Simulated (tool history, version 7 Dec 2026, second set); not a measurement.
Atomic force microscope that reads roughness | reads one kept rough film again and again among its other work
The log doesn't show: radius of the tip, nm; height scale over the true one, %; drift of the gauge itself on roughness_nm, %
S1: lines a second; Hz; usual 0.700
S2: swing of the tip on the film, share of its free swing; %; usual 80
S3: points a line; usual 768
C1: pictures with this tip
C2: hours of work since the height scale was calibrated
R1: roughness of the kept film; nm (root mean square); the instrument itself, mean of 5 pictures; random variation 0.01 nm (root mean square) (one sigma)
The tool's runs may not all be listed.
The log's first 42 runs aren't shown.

{"run": 43, "hour": 1661.1, "S1": 3.544, "S2": 80, "S3": 983, "C1": 260, "C2": 139, "R1": 1.753}
{"run": 44, "hour": 1687.6, "S1": 1.15, "S2": 78, "S3": 482, "C1": 285, "C2": 155, "R1": 2.151}
{"run": 45, "hour": 1730.6, "S1": 1.15, "S2": 86, "S3": 482, "C1": 326, "C2": 181, "R1": 2.026}
{"run": 46, "hour": 1761.2, "S1": 1.861, "S2": 70, "S3": 482, "C1": 355, "C2": 199, "R1": 2.114}
{"hour": 1807.8, "done": "new tip fitted"}
{"run": 47, "hour": 1809.2, "S1": 0.54, "S2": 85, "S3": 431, "C1": 2, "C2": 228, "R1": 2.404}
{"run": 48, "hour": 1851.3, "S1": 0.804, "S2": 84, "S3": 313, "C1": 42, "C2": 253, "R1": 2.306}
{"run": 49, "hour": 1881.9, "S1": 0.804, "S2": 84, "S3": 313, "C1": 71, "C2": 272, "R1": 2.274}
{"run": 50, "hour": 1924.7, "S1": 0.652, "S2": 76, "S3": 504, "C1": 112, "C2": 297, "R1": 2.39}

Forecast each of these 3 alternatives for the next run:
{"run": "A", "hour": 1952.2, "S1": 0.7, "S2": 76, "S3": 278, "C1": 138, "C2": 314, "R1": "?"}
{"run": "B", "hour": 1952.2, "S1": 0.7, "S2": 80, "S3": 730, "C1": 138, "C2": 314, "R1": "?"}
{"run": "C", "hour": 1952.2, "S1": 2.556, "S2": 58, "S3": 619, "C1": 138, "C2": 314, "R1": "?"}

run=A R1=2.349
run=B R1=2.326
run=C R1=2.309
Without the tool's hidden state the same runs would have given:
run=A R1=2.434
run=B R1=2.410
run=C R1=2.393
